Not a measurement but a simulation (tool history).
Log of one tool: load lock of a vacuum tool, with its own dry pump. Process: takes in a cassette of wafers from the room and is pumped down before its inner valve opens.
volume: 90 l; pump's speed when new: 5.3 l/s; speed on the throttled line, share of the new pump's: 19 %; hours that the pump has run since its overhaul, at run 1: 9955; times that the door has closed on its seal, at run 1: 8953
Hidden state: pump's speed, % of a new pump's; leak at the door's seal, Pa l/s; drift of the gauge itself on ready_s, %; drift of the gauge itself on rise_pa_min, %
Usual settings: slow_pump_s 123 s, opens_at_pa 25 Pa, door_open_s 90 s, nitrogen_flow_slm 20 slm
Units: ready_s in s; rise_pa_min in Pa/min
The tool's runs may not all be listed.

run      day  slow_pump_s  opens_at_pa  door_open_s  nitrogen_flow_slm  hours that the pump has run since its overhaul  times that the door has closed on its seal  incoming humidity of the room's air, %  ready_s  rise_pa_min
  1    0.000          123           25           90                 20                                            9955                                        8953                                    44.4    246.7        0.057
  2   14.167          123           25           90                 20                                           10295                                        9356                                    43.2    245.5        0.061
  3   25.371          123           25           90                 20                                           10564                                        9674                                    43.1    247.4        0.059
  4   38.883          123           25          132                 20                                           10889                                       10058                                    42.5    246.6        0.070
  5   47.221          123           25          132                 20                                           11089                                       10295                                    44.9    247.0        0.074
  6   57.367          123           25          132                 20                                           11332                                       10583                                    48.3    248.7        0.081
  7   64.208          123           25           90                 20                                           11496                                       10777                                    47.9    248.0        0.065
  8   76.342          123           25           90                 20                                           11788                                       11122                                    49.0    247.9        0.065
  9   88.050          123           24           90                 20                                           12069                                       11455                                    41.5    250.5        0.063
 10  100.017          123           24           90                  5                                           12356                                       11794                                    44.5    249.6        0.093
 11  113.588          123           25           90                 20                                           12681                                       12180                                    48.4    250.5        0.075
 12  125.071          123           25           90                 12                                           12957                                       12506                                    45.0    249.0        0.083
 13  138.621          123           25           90                 12                                           13282                                       12891                                    50.0    249.8        0.090
 14  150.542          123           25           56                 18                                           13568                                       13230                                    43.6    251.1        0.064
 15  159.975          123           34           90                 12                                           13795                                       13498                                    43.3    243.0        0.081
 16  168.479          101           48           94                 18                                           13999                                       13739                                    43.0    221.5        0.078
 17  175.362          101           48           94                 18                                           14164                                       13935                                    43.2    220.0        0.080
 18  185.675          123           25          100                  5                                           14412                                       14228                                    45.5    248.0        0.105
 19  196.046          123           25          100                  5                                           14660                                       14522                                    43.7    250.3        0.106
 20  209.562           77           25          100                 24                                           14985                                       14906                                    44.6    215.3        0.082
 21  220.100          226           18           74                  4                                           15238                                       15205                                    43.0    339.9        0.097
 22  228.671          191           40           70                 20                                           15443                                       15449                                    46.8    298.4        0.079
     240.358  -- dry pump taken out, an overhauled one fitted
 23  240.975           80           40           56                 20                                              15                                       15791                                    46.0    197.6        0.075
 24  248.754           80           40           56                 20                                             201                                       16012                                    46.5    194.7        0.073
 25  260.650          150           26           39                 20                                             487                                       16350                                    44.0    260.7        0.071

Forecast each of these 4 alternatives for the next run:
  A  269.642          123           25           90                 20                                             703                                       16605                                    46.6        ?            ?
  B  269.642          150           30          187                 20                                             703                                       16605                                    47.1        ?            ?
  C  269.642           91           25           90                 15                                             703                                       16605                                    41.7        ?            ?
  D  269.642           69           25           90                 20                                             703                                       16605                                    45.5        ?            ?

run  ready_s  rise_pa_min
  A    240.6        0.089
  B    260.5        0.119
  C    212.1        0.091
  D    196.5        0.090
Without the tool's hidden state the same runs would have given:
run  ready_s  rise_pa_min
  A    240.3        0.040
  B    260.1        0.070
  C    211.8        0.041
  D    196.2        0.040
